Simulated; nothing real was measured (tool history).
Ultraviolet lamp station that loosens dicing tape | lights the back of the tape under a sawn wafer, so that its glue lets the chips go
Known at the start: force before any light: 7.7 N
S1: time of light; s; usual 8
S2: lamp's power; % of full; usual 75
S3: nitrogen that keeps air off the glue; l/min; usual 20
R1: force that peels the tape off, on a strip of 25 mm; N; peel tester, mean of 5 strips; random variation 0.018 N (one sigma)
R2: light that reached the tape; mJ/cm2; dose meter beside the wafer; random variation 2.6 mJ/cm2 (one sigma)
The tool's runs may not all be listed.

run 1 hour=0.0 | S1=8 S2=75 S3=20 | R1=0.853 R2=343
run 2 hour=37.3 | S1=8 S2=75 S3=20 | R1=0.855 R2=335
run 3 hour=90.6 | S1=8 S2=71 S3=20 | R1=0.957 R2=320
run 4 hour=140.5 | S1=8 S2=71 S3=20 | R1=0.990 R2=316
run 5 hour=165.8 | S1=8 S2=71 S3=20 | R1=0.981 R2=322
run 6 hour=209.9 | S1=8 S2=71 S3=20 | R1=0.954 R2=318
run 7 hour=245.7 | S1=8 S2=71 S3=20 | R1=0.979 R2=322
run 8 hour=289.4 | S1=8 S2=71 S3=20 | R1=1.002 R2=319
run 9 hour=332.1 | S1=8 S2=71 S3=20 | R1=1.010 R2=320
run 10 hour=381.6 | S1=8 S2=71 S3=20 | R1=1.002 R2=322
run 11 hour=424.2 | S1=8 S2=71 S3=20 | R1=0.997 R2=323
run 12 hour=448.7 | S1=8 S2=75 S3=9 | R1=1.470 R2=341
run 13 hour=507.8 | S1=8 S2=75 S3=9 | R1=1.463 R2=337
run 14 hour=567.5 | S1=8 S2=75 S3=20 | R1=0.877 R2=342
run 15 hour=626.2 | S1=12 S2=75 S3=20 | R1=0.358 R2=510
run 16 hour=663.2 | S1=12 S2=75 S3=20 | R1=0.342 R2=511
run 17 hour=699.3 | S1=12 S2=75 S3=20 | R1=0.351 R2=514
run 18 hour=753.2 | S1=12 S2=75 S3=20 | R1=0.361 R2=513
run 19 hour=813.6 | S1=6 S2=75 S3=28 | R1=1.232 R2=253
run 20 hour=871.6 | S1=12 S2=82 S3=14 | R1=0.377 R2=559
run 21 hour=912.7 | S1=11 S2=76 S3=7 | R1=0.943 R2=475
run 22 hour=949.2 | S1=11 S2=76 S3=7 | R1=0.970 R2=473
run 23 hour=986.6 | S1=11 S2=76 S3=7 | R1=0.967 R2=471
run 24 hour=1033.9 | S1=8 S2=69 S3=9 | R1=1.641 R2=308
run 25 hour=1069.9 | S1=8 S2=69 S3=9 | R1=1.728 R2=308
run 26 hour=1125.2 | S1=8 S2=82 S3=9 | R1=1.227 R2=369
run 27 hour=1166.6 | S1=5 S2=85 S3=10 | R1=2.152 R2=240
run 28 hour=1215.1 | S1=5 S2=85 S3=10 | R1=2.241 R2=240
run 29 hour=1245.7 | S1=15 S2=66 S3=13 | R1=0.398 R2=561
run 30 hour=1296.2 | S1=15 S2=66 S3=13 | R1=0.405 R2=561
run 31 hour=1356.2 | S1=15 S2=66 S3=13 | R1=0.387 R2=565
run 32 hour=1413.6 | S1=8 S2=77 S3=20 | R1=0.829 R2=348
run 33 hour=1438.1 | S1=6 S2=66 S3=20 | R1=1.774 R2=228
run 34 hour=1488.7 | S1=5 S2=62 S3=20 | R1=2.516 R2=174
run 35 hour=1536.0 | S1=5 S2=62 S3=20 | R1=2.431 R2=176
run 36 hour=1571.5 | S1=4 S2=75 S3=10 | R1=3.156 R2=169

Not shown: 3 entries that the log had between the listed runs. Between which runs, and how does the tool's hidden state differ before and after?
Between runs 12 and 13: window cleaned of glue's vapour (hour 462.6)
  light that the window lets through, % of a clean one's: 99.9 -> 100
Between runs 26 and 27: lamp changed (hour 1161.1)
  lamp's light, % of a new lamp's: 99.9 -> 100
Between runs 27 and 28: window cleaned of glue's vapour (hour 1192.4)
  light that the window lets through, % of a clean one's: 99.9 -> 100
